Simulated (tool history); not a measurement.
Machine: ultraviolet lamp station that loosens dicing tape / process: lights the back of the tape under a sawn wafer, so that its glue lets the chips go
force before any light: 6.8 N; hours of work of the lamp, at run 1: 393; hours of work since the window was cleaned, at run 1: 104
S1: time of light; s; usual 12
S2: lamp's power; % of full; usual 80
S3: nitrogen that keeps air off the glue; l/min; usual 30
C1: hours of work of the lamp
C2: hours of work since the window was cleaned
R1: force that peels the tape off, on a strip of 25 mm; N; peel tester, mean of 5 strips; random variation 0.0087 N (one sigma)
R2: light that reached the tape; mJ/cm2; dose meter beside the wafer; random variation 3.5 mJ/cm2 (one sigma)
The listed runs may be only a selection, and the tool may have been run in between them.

Run 1, hour 0.0: usual settings; C1 393; C2 104. Result: R1 0.476 N, R2 479 mJ/cm2.
Run 2, hour 44.8: usual settings; C1 415; C2 125. Result: R1 0.487 N, R2 480 mJ/cm2.
Run 3, hour 67.9: usual settings; C1 426; C2 137. Result: R1 0.494 N, R2 482 mJ/cm2.
Run 4, hour 112.1: usual settings but S3 18 l/min; C1 448; C2 158. Result: R1 0.705 N, R2 475 mJ/cm2.
Run 5, hour 140.0: usual settings but S3 18 l/min; C1 461; C2 172. Result: R1 0.708 N, R2 470 mJ/cm2.
Run 6, hour 188.5: usual settings; C1 485; C2 195. Result: R1 0.495 N, R2 464 mJ/cm2.
Run 7, hour 225.8: usual settings but S3 13 l/min; C1 503; C2 213. Result: R1 0.912 N, R2 463 mJ/cm2.
Run 8, hour 256.5: usual settings but S3 13 l/min; C1 518; C2 228. Result: R1 0.939 N, R2 455 mJ/cm2.
At hour 261.6: window cleaned of glue's vapour.
Run 9, hour 295.7: usual settings but S3 13 l/min; C1 536; C2 17. Result: R1 0.988 N, R2 446 mJ/cm2.
Run 10, hour 321.4: usual settings but S3 21 l/min; C1 549; C2 29. Result: R1 0.695 N, R2 447 mJ/cm2.
Run 11, hour 347.7: usual settings but S1 22 s; C1 562; C2 42. Result: R1 0.235 N, R2 809 mJ/cm2.
Run 12, hour 376.3: usual settings but S1 22 s; C1 575; C2 56. Result: R1 0.228 N, R2 796 mJ/cm2.
Run 13, hour 414.3: usual settings but S1 7 s; C1 594; C2 74. Result: R1 1.424 N, R2 253 mJ/cm2.
Run 14, hour 439.3: usual settings but S1 6 s; C1 606; C2 86. Result: R1 1.915 N, R2 217 mJ/cm2.
Run 15, hour 486.9: usual settings but S1 6 s; C1 629; C2 109. Result: R1 1.835 N, R2 215 mJ/cm2.
Run 16, hour 513.7: usual settings but S1 7 s, S3 25 l/min; C1 642; C2 122. Result: R1 1.602 N, R2 244 mJ/cm2.
At hour 534.7: window cleaned of glue's vapour, once more.
Run 17, hour 546.4: usual settings but S1 13 s, S3 14 l/min; C1 658; C2 6. Result: R1 0.840 N, R2 478 mJ/cm2.
Run 18, hour 581.8: usual settings but S1 6 s, S2 66 % of full, S3 14 l/min; C1 675; C2 23. Result: R1 2.953 N, R2 180 mJ/cm2.
Run 19, hour 610.7: usual settings but S1 6 s, S2 66 % of full, S3 14 l/min; C1 689; C2 37. Result: R1 2.934 N, R2 181 mJ/cm2.
Run 20, hour 641.8: usual settings but S1 7 s, S3 11 l/min; C1 704; C2 52. Result: R1 2.367 N, R2 251 mJ/cm2.
Run 21, hour 669.2: usual settings but S1 10 s, S2 69 % of full; C1 717; C2 65. Result: R1 1.050 N, R2 311 mJ/cm2.
At hour 693.3: lamp changed.
Run 22, hour 707.1: usual settings but S1 10 s, S2 69 % of full; C1 7; C2 83. Result: R1 0.654 N, R2 404 mJ/cm2.
Run 23, hour 748.1: usual settings but S1 10 s, S2 69 % of full; C1 27; C2 103. Result: R1 0.672 N, R2 400 mJ/cm2.
Run 24, hour 782.8: usual settings but S1 14 s, S3 23 l/min; C1 43; C2 120. Result: R1 0.344 N, R2 644 mJ/cm2.

Same runs, no hidden state in the tool, same run-to-run variation:
Hidden state at play: lamp's light, % of a new lamp's; light that the window lets through, % of a clean one's; drift of the gauge itself on peel_n, %; drift of the gauge itself on dose_mj_cm2, %.
run     R1    R2
  1  0.358   561
  2  0.362   567
  3  0.364   573
  4  0.500   570
  5  0.496   568
  6  0.345   567
  7  0.622   570
  8  0.631   565
  9  0.636   569
 10  0.432   572
 11  0.208  1044
 12  0.202  1034
 13  0.927   331
 14  1.293   285
 15  1.228   286
 16  1.029   328
 17  0.530   613
 18  2.325   233
 19  2.295   235
 20  1.728   330
 21  0.642   410
 22  0.637   410
 23  0.644   409
 24  0.328   663

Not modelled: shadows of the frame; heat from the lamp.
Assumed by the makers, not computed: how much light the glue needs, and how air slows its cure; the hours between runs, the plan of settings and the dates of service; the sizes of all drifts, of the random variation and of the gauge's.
